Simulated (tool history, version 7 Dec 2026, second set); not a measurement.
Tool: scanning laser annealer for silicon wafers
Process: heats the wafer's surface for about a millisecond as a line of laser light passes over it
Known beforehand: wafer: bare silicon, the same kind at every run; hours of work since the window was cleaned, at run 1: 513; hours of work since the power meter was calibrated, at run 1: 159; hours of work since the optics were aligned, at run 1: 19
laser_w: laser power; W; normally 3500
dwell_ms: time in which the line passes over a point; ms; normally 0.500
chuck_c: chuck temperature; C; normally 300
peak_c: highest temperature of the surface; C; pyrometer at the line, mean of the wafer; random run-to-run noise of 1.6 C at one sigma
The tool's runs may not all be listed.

run	hour	laser_w	dwell_ms	chuck_c	hours of work since the window was cleaned	hours of work since the power meter was calibrated	hours of work since the optics were aligned	peak_c
1	0.0	3500	0.500	300	513	159	19	1094
2	9.0	3500	0.500	300	518	164	25	1094
3	14.0	3500	0.500	300	522	167	28	1094
4	23.5	3500	0.500	300	528	173	34	1094
5	32.9	3500	0.500	300	533	179	40	1094
6	39.9	3500	0.500	300	538	184	44	1094
7	46.9	3500	0.500	300	542	188	49	1095
8	56.9	3500	0.500	300	548	194	55	1094
9	61.5	3500	0.500	300	551	197	58	1091
10	70.8	3197	0.500	300	557	203	64	1024
11	75.2	3197	0.500	300	560	206	66	1024
12	79.9	3197	0.500	300	563	209	69	1028
13	88.0	3651	0.574	304	568	214	74	1201
14	94.9	3500	0.401	300	572	218	79	994
15	99.4	2999	0.609	295	575	221	81	1062
16	108.1	2999	0.609	295	580	226	87	1060
17	113.9	3500	0.500	318	584	230	90	1114
18	123.3	3500	0.500	318	590	236	96	1110
19	132.0	3842	0.394	304	595	241	102	1058
20	138.7	3515	0.394	287	600	245	106	977
21	147.4	3224	0.394	297	605	251	111	931
22	155.5	3500	0.500	334	610	256	117	1123
23	165.4	3500	0.500	334	616	262	123	1125

Pick out some run-to-run changes in peak_c. Of each, how much would a tool without hidden state show as well, from the settings, what came in and chance, and how much is left for the hidden state and any gauge scatter not in both results compared?
Unlogged tool condition in this case: light that passes the window, % of a clean one's; laser's true power over the reading, %; width of the line over the set one, %; drift of the gauge itself on peak_c, C.
Run 13 -> 14: laser_w 3651 -> 3500, dwell_ms 0.574 -> 0.401, chuck_c 304 -> 300. peak_c -207 C: hidden state +7, all else -214.
Run 21 -> 22: laser_w 3224 -> 3500, dwell_ms 0.394 -> 0.500, chuck_c 297 -> 334. peak_c +192 C: hidden state -7, all else +199.
